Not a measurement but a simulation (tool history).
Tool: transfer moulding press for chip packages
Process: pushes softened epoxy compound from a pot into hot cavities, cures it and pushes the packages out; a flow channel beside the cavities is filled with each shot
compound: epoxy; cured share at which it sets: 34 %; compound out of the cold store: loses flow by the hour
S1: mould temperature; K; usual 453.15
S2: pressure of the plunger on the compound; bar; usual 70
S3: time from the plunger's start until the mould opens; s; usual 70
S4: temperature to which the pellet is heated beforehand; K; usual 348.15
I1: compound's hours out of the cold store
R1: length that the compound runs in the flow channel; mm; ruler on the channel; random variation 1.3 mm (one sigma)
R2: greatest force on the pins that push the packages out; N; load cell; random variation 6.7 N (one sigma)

| run | hour | S1 | S2 | S3 | S4 | I1 | R1 | R2 |
|---|---|---|---|---|---|---|---|---|
| 1 | 0 | 453.15 | 70 | 70 | 348.15 | 34.1 | 531 | 417 |
| 2 | 6.2 | 453.15 | 70 | 70 | 348.15 | 11.5 | 576 | 446 |
| 3 | 10.3 | 453.15 | 70 | 70 | 348.15 | 31.9 | 533 | 426 |
| 4 | 17.1 | 453.15 | 70 | 70 | 348.15 | 18.8 | 558 | 477 |
| 5 | 24.6 | 453.15 | 70 | 70 | 348.15 | 36.4 | 522 | 453 |
| 6 | 33.9 | 457.15 | 70 | 70 | 348.15 | 21.8 | 541 | 406 |
| 7 | 41.8 | 457.15 | 70 | 70 | 348.15 | 36.6 | 512 | 401 |
| 8 | 48 | 457.15 | 70 | 70 | 348.15 | 10.8 | 564 | 416 |
|  | 50.2 | cavities cleaned with cleaning compound and waxed |
| 9 | 57.8 | 457.15 | 70 | 70 | 348.15 | 31 | 522 | 318 |
| 10 | 62.2 | 457.15 | 70 | 70 | 348.15 | 13.3 | 555 | 329 |
| 11 | 69.4 | 457.15 | 70 | 70 | 348.15 | 26.7 | 530 | 338 |
| 12 | 75.3 | 457.15 | 70 | 70 | 348.15 | 32.5 | 520 | 362 |
| 13 | 83.7 | 457.15 | 70 | 70 | 348.15 | 47.1 | 491 | 372 |
| 14 | 91.5 | 453.15 | 70 | 70 | 347.15 | 16.1 | 560 | 451 |
| 15 | 98.6 | 453.15 | 70 | 70 | 348.15 | 15.3 | 562 | 478 |
| 16 | 106.9 | 453.15 | 70 | 70 | 348.15 | 45.2 | 501 | 447 |
| 17 | 114.8 | 456.15 | 61.2 | 78 | 348.15 | 25.6 | 496 | 368 |
|  | 124.4 | cavities cleaned with cleaning compound and waxed |
| 18 | 125.2 | 446.15 | 71.3 | 70 | 348.15 | 14.7 | 585 | 618 |
| 19 | 131.5 | 446.15 | 57.9 | 59 | 343.15 | 36.2 | 485 | 860 |
| 20 | 139.1 | 453.15 | 70 | 55 | 348.15 | 46.5 | 498 | 652 |
| 21 | 147 | 452.15 | 55.6 | 63 | 347.15 | 17 | 495 | 576 |
| 22 | 156 | 452.15 | 55.6 | 63 | 347.15 | 25 | 479 | 595 |
| 23 | 160.6 | 459.15 | 84 | 104 | 356.15 | 42.8 | 536 | 316 |
|  | 169.8 | plunger's sealing rings changed |
| 24 | 170.1 | 453.15 | 78 | 70 | 344.15 | 29.3 | 583 | 446 |
| 25 | 179.5 | 453.15 | 78 | 70 | 344.15 | 29.2 | 582 | 466 |
| 26 | 188.2 | 453.15 | 70 | 70 | 338.15 | 30.8 | 546 | 480 |
| 27 | 195.5 | 446.15 | 70 | 61 | 338.15 | 11.7 | 607 | 1117 |
|  | 201.1 | cavities cleaned with cleaning compound and waxed |
| 28 | 203.4 | 457.15 | 70 | 80 | 338.15 | 17.3 | 564 | 277 |
| 29 | 212 | 457.15 | 70 | 80 | 338.15 | 31.7 | 533 | 297 |
| 30 | 221.3 | 457.15 | 74.2 | 80 | 349.15 | 27.1 | 558 | 306 |

Measured less the same run without the tool's hidden state. The same run-to-run variation is in both; the gauge's scatter may not be:
The hidden state here: true mould temperature over the reading, C; pressure that reaches the compound, % of what is set; grip of the stained cavities, % over clean ones'; drift of the gauge itself on flow_mm, %; drift of the gauge itself on push_out_n, %.
| run | R1 | R2 |
|---|---|---|
| 1 | -13 | +65 |
| 2 | -14 | +82 |
| 3 | -14 | +83 |
| 4 | -15 | +100 |
| 5 | -15 | +103 |
| 6 | -15 | +100 |
| 7 | -15 | +105 |
| 8 | -18 | +111 |
| 9 | -17 | +21 |
| 10 | -18 | +30 |
| 11 | -18 | +44 |
| 12 | -18 | +56 |
| 13 | -17 | +69 |
| 14 | -20 | +94 |
| 15 | -21 | +108 |
| 16 | -19 | +108 |
| 17 | -19 | +94 |
| 18 | -24 | +17 |
| 19 | -21 | +58 |
| 20 | -21 | +71 |
| 21 | -21 | +83 |
| 22 | -22 | +105 |
| 23 | -25 | +61 |
| 24 | -1 | +94 |
| 25 | -2 | +107 |
| 26 | -2 | +118 |
| 27 | -3 | +290 |
| 28 | -4 | +7 |
| 29 | -3 | +24 |
| 30 | -4 | +40 |

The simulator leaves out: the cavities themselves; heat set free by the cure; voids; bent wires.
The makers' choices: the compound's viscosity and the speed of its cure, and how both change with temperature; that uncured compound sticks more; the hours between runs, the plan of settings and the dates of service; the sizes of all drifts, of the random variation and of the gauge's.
